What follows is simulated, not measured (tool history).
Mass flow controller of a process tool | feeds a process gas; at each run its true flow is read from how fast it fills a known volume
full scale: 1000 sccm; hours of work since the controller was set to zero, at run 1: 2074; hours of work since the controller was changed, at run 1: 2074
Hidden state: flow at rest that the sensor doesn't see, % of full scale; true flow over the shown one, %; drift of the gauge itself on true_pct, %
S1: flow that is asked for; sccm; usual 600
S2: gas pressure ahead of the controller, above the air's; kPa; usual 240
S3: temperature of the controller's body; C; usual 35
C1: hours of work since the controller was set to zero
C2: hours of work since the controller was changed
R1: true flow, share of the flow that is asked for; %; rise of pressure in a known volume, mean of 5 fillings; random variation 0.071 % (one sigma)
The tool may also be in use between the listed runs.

run    hour   S1   S2  S3    C1    C2      R1
  1       0  600  240  35  2074  2074   99.87
  2    81.5  250  240  35  2126  2126   98.84
  3   184.5  600  240  35  2192  2192    99.8
  4   275.3  861  240  35  2250  2250  100.26
  5   365.4  861  240  35  2308  2308  100.24
  6   424.5  861  240  35  2346  2346  100.24
  7   497.1  861  240  35  2392  2392  100.34
  8   596.2  861  240  35  2455  2455  100.33
      604.8  -- controller's zero set anew
  9   694.3  861  240  35    57  2518  100.27
 10   758.9  861  240  35    99  2559  100.27
 11     830  600  235  35   144  2604   99.84
 12     885  101  203  35   179  2640   96.09
 13   943.9  101  203  35   217  2677   96.11
 14  1022.9  101  203  35   267  2728   96.08
     1072.9  -- controller's zero set anew, once more
 15  1119.4  286  251  36    30  2789  100.22
 16    1183  286  251  36    70  2830  100.01
 17  1235.1  306  176  35   104  2863  100.63
 18  1325.6  306  176  35   162  2921  100.55
 19  1423.4  148  168  27   224  2984  100.01

The next listed run, before its measurement:
 20  1513.5  133  228  35  282  3041   ?

Run 20 gave R1 99.71 %.
Without the tool's hidden state the same run would have given R1 99.22 %.
